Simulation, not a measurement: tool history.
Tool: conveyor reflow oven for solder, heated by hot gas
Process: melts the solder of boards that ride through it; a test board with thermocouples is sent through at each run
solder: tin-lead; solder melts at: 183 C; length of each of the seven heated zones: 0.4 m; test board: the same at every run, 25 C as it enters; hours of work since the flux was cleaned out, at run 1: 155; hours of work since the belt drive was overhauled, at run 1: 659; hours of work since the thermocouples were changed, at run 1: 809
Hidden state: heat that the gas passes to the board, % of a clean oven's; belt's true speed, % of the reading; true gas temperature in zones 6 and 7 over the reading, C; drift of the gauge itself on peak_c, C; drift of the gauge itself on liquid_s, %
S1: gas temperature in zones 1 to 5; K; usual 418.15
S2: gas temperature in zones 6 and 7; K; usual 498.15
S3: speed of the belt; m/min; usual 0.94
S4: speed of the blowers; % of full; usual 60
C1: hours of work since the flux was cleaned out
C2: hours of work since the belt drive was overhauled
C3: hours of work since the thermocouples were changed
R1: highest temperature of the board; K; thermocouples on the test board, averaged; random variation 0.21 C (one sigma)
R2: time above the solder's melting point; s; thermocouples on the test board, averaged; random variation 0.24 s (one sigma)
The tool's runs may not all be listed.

run     day      S1      S2     S3  S4   C1   C2    C3      R1    R2
  1       0  418.15  498.15   0.94  60  155  659   809  474.95  27.6
  2   1.362  418.15  498.15   0.94  60  169  672   823  474.35  27.9
  3   3.571  418.15  498.15   0.94  60  191  695   845  474.15  27.5
  4   5.033  418.15  498.15   0.94  60  206  710   860  474.55    27
  5   6.846  418.15  498.15   0.94  60  224  728   878  474.35  27.1
  6   8.371  418.15  498.15   0.94  60  239  743   894  474.35  26.9
  7  10.533  418.15  498.15   0.94  60  261  765   916  473.85  26.4
     10.892  -- belt drive overhauled, speed set with a stopwatch
     11.417  -- flux residue cleaned out of gas plates and filters
  8  12.838  418.15  498.15   0.94  60   14   18   935  475.15  28.1
  9   14.25  418.15  498.15   0.94  60   29   32   949  475.55  27.7
 10  15.725  418.15  498.15   0.94  71   44   47   964  478.65  31.9
 11  17.854  418.15  498.15   0.94  60   65   68   986  475.45  28.1
 12  20.704  418.15  498.15   0.94  59   94   97  1015  474.45  27.1
 13  23.221  418.15  498.15   0.94  59  119  122  1040  474.45    27
 14  24.812  418.15  498.15   0.94  59  135  139  1056  474.35  26.8
 15  27.562  418.15  498.15  1.106  59  163  166  1084  467.65  15.4
 16  29.329  418.15  498.15  1.106  59  181  184  1102  467.15  15.3
 17  31.396  416.15  510.15  1.082  60  202  205  1123  475.55  23.6
 18  33.412  404.15  506.15  0.986  76  222  225  1143  479.45  26.9
 19  35.825  414.15  508.15  0.765  85  247  250  1167  494.15  51.3
     38.017  -- flux residue cleaned out of gas plates and filters
 20  38.183  410.15  504.15   0.79  60    2  272  1189  484.65  40.8
 21  39.954  410.15  504.15   0.79  60   20  289  1207  485.15  41.2
 22  42.154  420.15  507.15   0.79  64   42  312  1229  490.05  48.3
 23  45.283  418.15  498.15  0.825  53   73  343  1261  477.55  34.1
 24  47.467  418.15  495.15  0.825  53   95  365  1283  474.85  32.5
 25  48.788  410.15  501.15   0.94  87  109  379  1296  483.35  33.4
 26  50.979  418.15  498.15  0.903  58  131  401  1318  475.45  29.6
 27  53.029  404.15  498.15   0.97  60  152  422  1339  469.55  18.1
 28  54.733  418.15  498.15   0.94  57  169  439  1356  473.45  26.1
 29  57.996  428.15  488.15  1.116  55  202  472  1389  462.25   9.8
     61.158  -- thermocouples of zones 6 and 7 changed
 30  61.158  428.15  487.15  0.878  70  233  503     0  472.65  31.9
 31  62.575  418.15  498.15   0.94  77  247  517    14  477.75  30.7

Forecast each of these 3 alternatives for the next run:
     64.708  -- flux residue cleaned out of gas plates and filters
  A  65.933  409.15  498.15  0.762  77  12  549  46   ?   ?
     64.708  -- flux residue cleaned out of gas plates and filters
  B  65.933  418.15  495.15   0.78  77  12  549  46   ?   ?
     64.708  -- flux residue cleaned out of gas plates and filters
  C  65.933  407.15  506.15   0.94  60  12  549  46   ?   ?

run      R1    R2
  A  484.35  43.7
  B  482.85  43.7
  C  478.55  28.2
Without the tool's hidden state the same runs would have given:
run      R1    R2
  A  483.95    43
  B  482.55    43
  C  478.15  27.5

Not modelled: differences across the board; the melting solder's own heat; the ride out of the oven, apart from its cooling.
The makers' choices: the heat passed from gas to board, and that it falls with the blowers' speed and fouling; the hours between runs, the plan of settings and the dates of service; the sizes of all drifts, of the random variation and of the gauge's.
